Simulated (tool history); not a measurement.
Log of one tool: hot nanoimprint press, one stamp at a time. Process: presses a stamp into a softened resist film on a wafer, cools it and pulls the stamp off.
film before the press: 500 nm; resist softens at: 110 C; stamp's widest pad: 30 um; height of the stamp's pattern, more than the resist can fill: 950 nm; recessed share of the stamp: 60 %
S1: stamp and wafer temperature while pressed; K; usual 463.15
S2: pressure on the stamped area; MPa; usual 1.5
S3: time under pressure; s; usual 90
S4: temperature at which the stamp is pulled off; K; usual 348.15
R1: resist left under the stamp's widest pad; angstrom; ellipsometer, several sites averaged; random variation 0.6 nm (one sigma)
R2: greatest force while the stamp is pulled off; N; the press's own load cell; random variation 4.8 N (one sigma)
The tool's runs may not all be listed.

Run 1, hour 0: usual settings. Result: R1 1821 angstrom, R2 235 N.
Run 2, hour 28.2: usual settings. Result: R1 1811 angstrom, R2 237 N.
Run 3, hour 54.6: usual settings but S4 350.15 K. Result: R1 1788 angstrom, R2 230 N.
Run 4, hour 95.6: usual settings but S4 350.15 K. Result: R1 1782 angstrom, R2 247 N.
Run 5, hour 130.3: usual settings but S3 156 s. Result: R1 1563 angstrom, R2 247 N.
Run 6, hour 172.8: usual settings but S3 69 s. Result: R1 2110 angstrom, R2 243 N.
Run 7, hour 212.5: usual settings but S3 69 s, S4 334.15 K. Result: R1 2098 angstrom, R2 281 N.
Run 8, hour 240.7: usual settings. Result: R1 1902 angstrom, R2 238 N.
Run 9, hour 285: usual settings. Result: R1 1891 angstrom, R2 249 N.
Run 10, hour 332.7: usual settings but S3 125 s. Result: R1 1670 angstrom, R2 248 N.
Run 11, hour 370.1: usual settings but S3 125 s. Result: R1 1666 angstrom, R2 253 N.
Run 12, hour 400.5: usual settings but S3 125 s. Result: R1 1672 angstrom, R2 257 N.
Run 13, hour 453.5: usual settings but S2 2.11 MPa. Result: R1 1560 angstrom, R2 260 N.
Run 14, hour 483.6: usual settings. Result: R1 1876 angstrom, R2 262 N.
Run 15, hour 508.5: usual settings. Result: R1 1852 angstrom, R2 261 N.
Run 16, hour 552.3: usual settings but S1 471.15 K, S3 97 s, S4 346.15 K. Result: R1 1258 angstrom, R2 269 N.
Run 17, hour 583.2: usual settings but S1 471.15 K, S2 1.07 MPa, S3 119 s, S4 346.15 K. Result: R1 1395 angstrom, R2 270 N.
Run 18, hour 634.4: usual settings but S1 471.15 K, S2 1.07 MPa, S3 119 s, S4 346.15 K. Result: R1 1397 angstrom, R2 274 N.
Run 19, hour 682.8: usual settings but S2 2.25 MPa, S3 73 s, S4 345.15 K. Result: R1 1696 angstrom, R2 267 N.
Run 20, hour 727.7: usual settings but S1 454.15 K, S3 150 s. Result: R1 2450 angstrom, R2 284 N.
Run 21, hour 778.8: usual settings but S1 454.15 K, S3 150 s. Result: R1 2450 angstrom, R2 272 N.
Run 22, hour 810.2: usual settings but S2 1.03 MPa, S4 339.15 K. Result: R1 2329 angstrom, R2 285 N.
Run 23, hour 832.8: usual settings but S1 473.15 K. Result: R1 1218 angstrom, R2 279 N.
Run 24, hour 858.6: usual settings but S2 2.38 MPa, S3 78 s. Result: R1 1582 angstrom, R2 265 N.
Run 25, hour 890.6: usual settings but S2 1.86 MPa, S3 103 s. Result: R1 1617 angstrom, R2 277 N.
Run 26, hour 941.2: usual settings but S2 1.86 MPa, S3 103 s. Result: R1 1574 angstrom, R2 278 N.
Run 27, hour 963.9: usual settings but S1 454.15 K. Result: R1 2801 angstrom, R2 283 N.
Run 28, hour 988.3: usual settings but S1 454.15 K. Result: R1 2800 angstrom, R2 285 N.
Run 29, hour 1026.8: usual settings but S1 469.15 K, S2 1.53 MPa, S3 55 s. Result: R1 1691 angstrom, R2 281 N.
Run 30, hour 1073.9: usual settings but S1 471.15 K, S4 353.15 K. Result: R1 1285 angstrom, R2 279 N.

Not shown: 4 entries that the log had between the listed runs. Between which runs, and how does the tool's hidden state differ before and after?
Between runs 2 and 3: plate thermocouple calibrated (hour 38.9)
  true temperature over the reading, C: 1.03 -> 1.33; pressure that arrives at the usual setting, %: 99.33 -> 99.27; grip of the stamp's worn release coat, % over a new coat's: 2 -> 2.4
  measured less the result without the state, R1: -82 -> -105 angstrom; R2: +3 -> +3 N
Between runs 4 and 5: plate thermocouple calibrated, once more (hour 119.5)
  true temperature over the reading, C: 1.41 -> -0.16; pressure that arrives at the usual setting, %: 99.15 -> 99.06; grip of the stamp's worn release coat, % over a new coat's: 3.1 -> 3.7
  measured less the result without the state, R1: -111 -> +20 angstrom; R2: +5 -> +9 N
Between runs 18 and 19: plate thermocouple calibrated (hour 650.5)
  true temperature over the reading, C: 0.84 -> -0.13; pressure that arrives at the usual setting, %: 97.62 -> 97.5; grip of the stamp's worn release coat, % over a new coat's: 13.1 -> 14
  measured less the result without the state, R1: -38 -> +46 angstrom; R2: +30 -> +34 N
Between runs 25 and 26: press's hydraulic seals changed and the load cell set to zero (hour 927.7)
  true temperature over the reading, C: 0.28 -> 0.37; pressure that arrives at the usual setting, %: 96.9 -> 100.12; grip of the stamp's worn release coat, % over a new coat's: 18 -> 18.8
  measured less the result without the state, R1: +13 -> -29 angstrom; R2: +41 -> +44 N

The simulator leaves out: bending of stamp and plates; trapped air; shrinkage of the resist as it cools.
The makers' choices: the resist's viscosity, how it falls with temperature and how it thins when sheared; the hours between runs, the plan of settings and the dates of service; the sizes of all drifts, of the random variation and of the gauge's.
